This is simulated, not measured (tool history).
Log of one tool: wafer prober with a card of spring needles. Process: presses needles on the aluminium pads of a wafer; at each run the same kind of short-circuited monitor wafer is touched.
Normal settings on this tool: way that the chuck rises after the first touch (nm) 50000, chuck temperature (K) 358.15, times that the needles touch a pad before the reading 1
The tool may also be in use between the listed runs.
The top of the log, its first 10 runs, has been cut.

run	hour	way that the chuck rises after the first touch (nm)	chuck temperature (K)	times that the needles touch a pad before the reading	touches since the tips were cleaned	cleanings since the card got new needles	touches since the first contact's height was set	resistance of one needle with its contact and lead (mohm)	way that a needle slides on the pad (nm)
# hour 273.7: tips cleaned on abrasive film
# hour 289.7: tips cleaned on abrasive film
11	298.9	50000	358.15	1	3792	114	105617	165	10520
# hour 304.1: tips cleaned on abrasive film
# hour 320.1: tips cleaned on abrasive film
12	327.6	50000	358.15	1	3068	116	117290	162	10560
# hour 335.4: tips cleaned on abrasive film
# hour 353.0: tips cleaned on abrasive film
# hour 368.2: tips cleaned on abrasive film
13	371.9	50000	358.15	1	1503	119	135279	164	10560
# hour 384.6: tips cleaned on abrasive film
# hour 400.2: tips cleaned on abrasive film
14	408.5	38000	358.15	1	3398	121	150162	171	7990
# hour 415.5: tips cleaned on abrasive film
# hour 431.6: tips cleaned on abrasive film
# hour 443.8: height of the first contact set anew
15	443.8	55000	358.15	1	4873	123	0	167	11590
# hour 447.5: tips cleaned on abrasive film
# hour 461.9: tips cleaned on abrasive film
16	463.0	55000	358.15	1	478	125	7775	164	11570
# hour 477.2: tips cleaned on abrasive film
# hour 493.8: tips cleaned on abrasive film
17	500.2	55000	358.15	1	2619	127	22888	162	11560
# hour 509.3: tips cleaned on abrasive film
# hour 525.1: tips cleaned on abrasive film
18	536.8	61000	325.15	3	4770	129	37783	154	12750
# hour 539.9: tips cleaned on abrasive film
# hour 556.3: tips cleaned on abrasive film
19	559.8	64000	367.15	1	1424	131	47119	159	13410
# hour 570.6: tips cleaned on abrasive film
# hour 585.0: tips cleaned on abrasive film
20	594.9	64000	367.15	1	4044	133	61410	158	13440
# hour 601.0: tips cleaned on abrasive film
# hour 615.5: tips cleaned on abrasive film
# hour 630.2: tips cleaned on abrasive film
21	631.7	42000	392.15	1	628	136	76341	176	8810
# hour 646.8: tips cleaned on abrasive film
# hour 663.0: tips cleaned on abrasive film
# hour 677.3: tips cleaned on abrasive film
22	677.3	42000	392.15	2	0	139	94906	176	8830
# hour 693.2: tips cleaned on abrasive film
23	697.5	42000	392.15	2	1771	140	103129	175	8780
# hour 708.7: tips cleaned on abrasive film
# hour 724.3: tips cleaned on abrasive film
# hour 739.7: tips cleaned on abrasive film
24	743.0	67000	358.15	3	1356	143	121597	157	14010
# hour 745.9: gauge calibrated
# hour 754.5: tips cleaned on abrasive film
# hour 770.3: tips cleaned on abrasive film
25	772.2	41000	371.15	2	791	145	133472	171	8750
# hour 785.0: tips cleaned on abrasive film
# hour 800.7: tips cleaned on abrasive film
26	800.7	32000	371.15	2	0	147	145041	179	6790
# hour 817.2: tips cleaned on abrasive film
# hour 832.5: tips cleaned on abrasive film
27	841.3	32000	371.15	1	3605	149	161595	182	6780
# hour 847.6: tips cleaned on abrasive film
# hour 847.9: height of the first contact set anew
# hour 864.4: tips cleaned on abrasive film
# hour 880.1: tips cleaned on abrasive film
28	885.5	32000	371.15	1	2196	152	15294	186	6800
# hour 895.5: tips cleaned on abrasive film
29	907.3	63000	373.15	1	4825	153	24198	162	13300

Predict the results of run 30:
# hour 909.7: tips cleaned on abrasive film
# hour 925.4: tips cleaned on abrasive film
# hour 942.0: tips cleaned on abrasive film
30	942.8	50000	331.15	1	326	156	38588	?	?

resistance of one needle with its contact and lead (mohm): 160
way that a needle slides on the pad (nm): 10590
Were there no unlogged condition in the tool, this run, its random variation unchanged, would have produced resistance of one needle with its contact and lead (mohm) 160, way that a needle slides on the pad (nm) 10640.
